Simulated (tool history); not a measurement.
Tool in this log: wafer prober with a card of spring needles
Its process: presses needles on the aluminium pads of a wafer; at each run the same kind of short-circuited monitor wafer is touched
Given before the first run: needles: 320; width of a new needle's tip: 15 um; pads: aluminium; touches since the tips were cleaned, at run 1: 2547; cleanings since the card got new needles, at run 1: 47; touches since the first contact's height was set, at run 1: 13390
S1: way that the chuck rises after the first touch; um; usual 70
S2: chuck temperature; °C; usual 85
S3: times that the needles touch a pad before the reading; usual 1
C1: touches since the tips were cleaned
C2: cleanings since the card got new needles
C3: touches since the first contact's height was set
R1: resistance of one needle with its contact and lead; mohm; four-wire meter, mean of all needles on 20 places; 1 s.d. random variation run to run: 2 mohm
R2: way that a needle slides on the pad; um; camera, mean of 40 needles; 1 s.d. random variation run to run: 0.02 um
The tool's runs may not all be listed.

run   hour  S1   S2  S3    C1  C2     C3   R1     R2
  1      0  70   85   1  2547  47  13390  236  13.12
      11.4  -- tips cleaned on abrasive film
  2   16.6  57   85   1  2610  48  21699  252   10.7
      26.7  -- tips cleaned on abrasive film
  3     36  70  115   1  4668  49  31428  245  13.14
      41.6  -- tips cleaned on abrasive film
  4   50.7  70   52   1  4608  50  38811  232  13.15
        57  -- tips cleaned on abrasive film
  5   61.7  70   52   1  2372  51  44308  229  13.06
      72.1  -- tips cleaned on abrasive film
      87.2  -- tips cleaned on abrasive film
  6   88.4  70   52   1   598  53  57637  220  13.11
  7   99.9  75  114   3  6402  53  63441  235  14.03
     101.9  -- tips cleaned on abrasive film
     116.6  -- tips cleaned on abrasive film
  8  116.6  75   26   1     0  55  71756  208  14.02
  9  129.4  75   26   1  6432  55  78188  225  14.04
     132.8  -- tips cleaned on abrasive film
     147.3  -- tips cleaned on abrasive film
 10  147.3  68  108   2     0  57  87114  228   12.7
     163.5  -- tips cleaned on abrasive film
 11  169.2  68   35   2  2884  58  98114  220  12.67

Per-run results on a tool with no hidden state, each run keeping its own random variation:
Hidden conditions of the tool in this case: debris on the tips, nm; way that the needles fall short of the set height, um; tips' diameter, um; drift of the gauge itself on contact_mohm, %; drift of the gauge itself on scrub_um, %.
run   R1     R2
  1  223  13.14
  2  230  10.72
  3  228  13.17
  4  212  13.19
  5  214  13.11
  6  213  13.18
  7  228  14.09
  8  205   14.1
  9  205  14.12
 10  226   12.8
 11  209  12.77
